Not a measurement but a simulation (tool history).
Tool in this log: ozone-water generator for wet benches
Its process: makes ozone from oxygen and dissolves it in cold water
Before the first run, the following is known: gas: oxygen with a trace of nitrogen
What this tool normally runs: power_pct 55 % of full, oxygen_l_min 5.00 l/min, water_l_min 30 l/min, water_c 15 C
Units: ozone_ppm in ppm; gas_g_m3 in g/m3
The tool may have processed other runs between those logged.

run 1 hour=0.0 | power_pct=55 oxygen_l_min=5.00 water_l_min=30 water_c=15 | ozone_ppm=17.8 gas_g_m3=188.7
run 2 hour=50.3 | power_pct=53 oxygen_l_min=5.00 water_l_min=30 water_c=15 | ozone_ppm=17.3 gas_g_m3=183.7
run 3 hour=129.1 | power_pct=53 oxygen_l_min=5.00 water_l_min=30 water_c=15 | ozone_ppm=17.3 gas_g_m3=184.4
run 4 hour=215.7 | power_pct=55 oxygen_l_min=3.16 water_l_min=30 water_c=15 | ozone_ppm=17.2 gas_g_m3=255.2
run 5 hour=250.7 | power_pct=55 oxygen_l_min=3.16 water_l_min=30 water_c=15 | ozone_ppm=17.6 gas_g_m3=254.4
run 6 hour=301.2 | power_pct=55 oxygen_l_min=5.00 water_l_min=30 water_c=15 | ozone_ppm=17.5 gas_g_m3=189.3
run 7 hour=376.0 | power_pct=55 oxygen_l_min=5.00 water_l_min=30 water_c=11 | ozone_ppm=18.4 gas_g_m3=189.5
run 8 hour=419.3 | power_pct=55 oxygen_l_min=5.00 water_l_min=30 water_c=11 | ozone_ppm=18.5 gas_g_m3=189.8
run 9 hour=500.9 | power_pct=55 oxygen_l_min=5.00 water_l_min=30 water_c=11 | ozone_ppm=18.5 gas_g_m3=188.9
run 10 hour=569.4 | power_pct=55 oxygen_l_min=5.00 water_l_min=30 water_c=11 | ozone_ppm=18.7 gas_g_m3=189.1
run 11 hour=645.4 | power_pct=55 oxygen_l_min=5.00 water_l_min=19 water_c=15 | ozone_ppm=25.7 gas_g_m3=186.9
run 12 hour=727.3 | power_pct=55 oxygen_l_min=5.00 water_l_min=19 water_c=15 | ozone_ppm=25.6 gas_g_m3=189.3
run 13 hour=788.4 | power_pct=89 oxygen_l_min=5.00 water_l_min=30 water_c=15 | ozone_ppm=24.6 gas_g_m3=262.1
run 14 hour=867.1 | power_pct=55 oxygen_l_min=8.19 water_l_min=30 water_c=15 | ozone_ppm=17.5 gas_g_m3=135.9
-- hour=879.0 contactor cleaned
run 15 hour=946.1 | power_pct=55 oxygen_l_min=8.19 water_l_min=30 water_c=15 | ozone_ppm=17.3 gas_g_m3=136.9
run 16 hour=984.9 | power_pct=55 oxygen_l_min=8.19 water_l_min=30 water_c=15 | ozone_ppm=17.4 gas_g_m3=135.4
run 17 hour=1053.9 | power_pct=88 oxygen_l_min=5.00 water_l_min=30 water_c=15 | ozone_ppm=24.4 gas_g_m3=260.2
run 18 hour=1128.3 | power_pct=88 oxygen_l_min=5.00 water_l_min=30 water_c=15 | ozone_ppm=24.4 gas_g_m3=261.0
run 19 hour=1181.5 | power_pct=88 oxygen_l_min=3.65 water_l_min=32 water_c=15 | ozone_ppm=22.6 gas_g_m3=316.4
-- hour=1230.1 contactor cleaned, once more
run 20 hour=1239.1 | power_pct=80 oxygen_l_min=6.62 water_l_min=32 water_c=22 | ozone_ppm=19.6 gas_g_m3=202.8
run 21 hour=1320.3 | power_pct=55 oxygen_l_min=6.99 water_l_min=30 water_c=11 | ozone_ppm=18.5 gas_g_m3=152.0
run 22 hour=1373.3 | power_pct=71 oxygen_l_min=6.99 water_l_min=30 water_c=11 | ozone_ppm=22.0 gas_g_m3=178.5
run 23 hour=1412.1 | power_pct=71 oxygen_l_min=8.30 water_l_min=32 water_c=8 | ozone_ppm=21.4 gas_g_m3=160.7
run 24 hour=1464.5 | power_pct=71 oxygen_l_min=8.30 water_l_min=32 water_c=8 | ozone_ppm=21.3 gas_g_m3=158.5
run 25 hour=1509.2 | power_pct=55 oxygen_l_min=2.94 water_l_min=42 water_c=9 | ozone_ppm=12.1 gas_g_m3=265.1
run 26 hour=1551.4 | power_pct=48 oxygen_l_min=5.00 water_l_min=24 water_c=13 | ozone_ppm=19.8 gas_g_m3=170.8
run 27 hour=1587.7 | power_pct=48 oxygen_l_min=5.00 water_l_min=24 water_c=13 | ozone_ppm=20.0 gas_g_m3=170.3
run 28 hour=1654.7 | power_pct=48 oxygen_l_min=5.00 water_l_min=24 water_c=13 | ozone_ppm=19.9 gas_g_m3=169.5
run 29 hour=1735.5 | power_pct=54 oxygen_l_min=5.31 water_l_min=37 water_c=17 | ozone_ppm=13.9 gas_g_m3=177.1
run 30 hour=1771.3 | power_pct=42 oxygen_l_min=4.76 water_l_min=30 water_c=18 | ozone_ppm=14.1 gas_g_m3=158.9
run 31 hour=1810.5 | power_pct=55 oxygen_l_min=4.70 water_l_min=30 water_c=19 | ozone_ppm=16.9 gas_g_m3=193.7
run 32 hour=1865.3 | power_pct=55 oxygen_l_min=4.70 water_l_min=30 water_c=19 | ozone_ppm=16.7 gas_g_m3=193.9
run 33 hour=1932.9 | power_pct=55 oxygen_l_min=2.76 water_l_min=22 water_c=19 | ozone_ppm=21.6 gas_g_m3=273.4
-- hour=2008.5 water thermometer calibrated
run 34 hour=2008.5 | power_pct=55 oxygen_l_min=2.76 water_l_min=22 water_c=19 | ozone_ppm=21.6 gas_g_m3=274.3

Below, some changes in ozone_ppm between adjacent runs. For each, the amount present without the hidden state too (settings, incoming material, random variation) and the amount remaining for the hidden state with gauge scatter not shared by both compared results:
The tool's hidden condition here consists of: yield of the discharge, % of new electrodes'; contactor's efficiency, % of a clean one's; true water temperature over the reading, C; drift of the gauge itself on ozone_ppm, %; drift of the gauge itself on gas_g_m3, %.
Run 13 -> 14: power_pct 89 -> 55, oxygen_l_min 5.00 -> 8.19. ozone_ppm -7.1 ppm: hidden state +0.6, all else -7.7.
Run 16 -> 17: power_pct 55 -> 88, oxygen_l_min 8.19 -> 5.00. ozone_ppm +7.0 ppm: hidden state -0.5, all else +7.5.
Run 24 -> 25: power_pct 71 -> 55, oxygen_l_min 8.30 -> 2.94, water_l_min 32 -> 42, water_c 8 -> 9. ozone_ppm -9.2 ppm: hidden state +0.5, all else -9.7.
Run 25 -> 26: power_pct 55 -> 48, oxygen_l_min 2.94 -> 5.00, water_l_min 42 -> 24, water_c 9 -> 13. ozone_ppm +7.7 ppm: hidden state -0.2, all else +7.9.
